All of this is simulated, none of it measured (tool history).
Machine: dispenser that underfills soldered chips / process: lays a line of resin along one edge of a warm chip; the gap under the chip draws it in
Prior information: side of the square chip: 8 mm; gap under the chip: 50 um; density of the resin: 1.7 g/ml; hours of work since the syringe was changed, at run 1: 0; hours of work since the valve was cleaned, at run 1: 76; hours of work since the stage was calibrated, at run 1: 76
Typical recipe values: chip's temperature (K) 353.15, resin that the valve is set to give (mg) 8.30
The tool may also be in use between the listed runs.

run,day,chip's temperature (K),resin that the valve is set to give (mg),hours of work since the syringe was changed,hours of work since the valve was cleaned,hours of work since the stage was calibrated,time until the resin shows at the far edge (s),resin that the valve gave (mg)
1,0.000,353.15,8.30,0,76,76,54.3,7.80
2,0.196,353.15,8.30,3,79,79,61.5,7.87
3,0.408,353.15,8.30,6,82,82,68.8,7.75
# day 0.538: new syringe of resin
4,0.546,352.15,8.30,0,84,84,57.5,7.81
5,0.792,345.15,8.30,4,88,88,95.4,7.72
# day 1.096: new syringe of resin
6,1.112,345.15,8.30,0,92,92,85.6,7.63
7,1.271,345.15,8.30,3,94,94,95.9,7.73
8,1.404,345.15,8.30,4,96,96,102.5,7.76
9,1.617,345.15,8.30,8,99,99,116.2,7.75
# day 1.654: new syringe of resin
10,1.867,345.15,8.30,3,103,103,96.4,7.72
11,2.162,341.15,8.30,7,107,107,145.9,7.71
# day 2.217: new syringe of resin
12,2.321,341.15,8.30,2,109,109,110.7,7.64
13,2.521,341.15,8.30,4,112,112,123.3,7.49
14,2.688,341.15,8.30,7,114,114,137.9,7.72
# day 2.779: new syringe of resin
15,2.829,353.15,8.30,1,116,116,56.7,7.60
16,3.067,353.15,8.30,4,120,120,65.5,7.60
17,3.304,353.15,8.30,8,123,123,75.7,7.65
# day 3.338: new syringe of resin
18,3.529,353.15,8.30,3,126,126,62.7,7.60
19,3.667,364.15,7.64,5,128,128,41.1,6.97
# day 3.892: new syringe of resin
20,3.921,364.15,9.69,0,132,132,32.0,8.85
21,4.158,368.15,9.14,4,135,135,31.0,8.20
# day 4.417: dispensing valve cleaned and set on the balance
22,4.417,339.15,8.29,7,0,138,158.3,8.44
# day 4.500: new syringe of resin
23,4.588,358.15,8.30,1,2,141,45.9,8.37
24,4.742,361.15,8.33,4,5,143,42.3,8.20
25,4.975,361.15,8.33,7,8,146,48.5,8.30
# day 5.075: new syringe of resin
26,5.288,343.15,7.26,3,12,151,112.0,7.23
27,5.529,343.15,7.26,7,16,154,126.1,7.13
# day 5.646: new syringe of resin
28,5.758,348.15,10.54,2,19,157,76.9,10.48
29,5.954,361.15,8.30,4,22,160,45.5,8.15
30,6.108,365.15,8.30,7,24,162,40.1,8.06
# day 6.212: new syringe of resin
31,6.371,365.15,8.30,2,28,166,33.4,8.20
32,6.525,339.15,8.30,5,30,168,143.5,8.20
33,6.725,342.15,8.89,7,33,171,136.3,8.70
# day 6.771: new syringe of resin
34,6.983,361.15,7.77,3,36,174,42.7,7.53
35,7.108,361.15,7.77,5,38,176,45.9,7.46

Forecast each of these 3 alternatives for the next run:
# day 7.342: new syringe of resin
A,7.412,353.15,7.18,1,42,180,?,?
# day 7.342: new syringe of resin
B,7.412,364.15,10.00,1,42,180,?,?
# day 7.342: new syringe of resin
C,7.412,352.15,8.96,1,42,180,?,?

run,time until the resin shows at the far edge (s),resin that the valve gave (mg)
A,62.2,6.90
B,33.8,9.72
C,61.7,8.72
Without the tool's hidden state the same runs would have given:
run,time until the resin shows at the far edge (s),resin that the valve gave (mg)
A,55.6,7.12
B,30.5,10.02
C,55.4,8.99
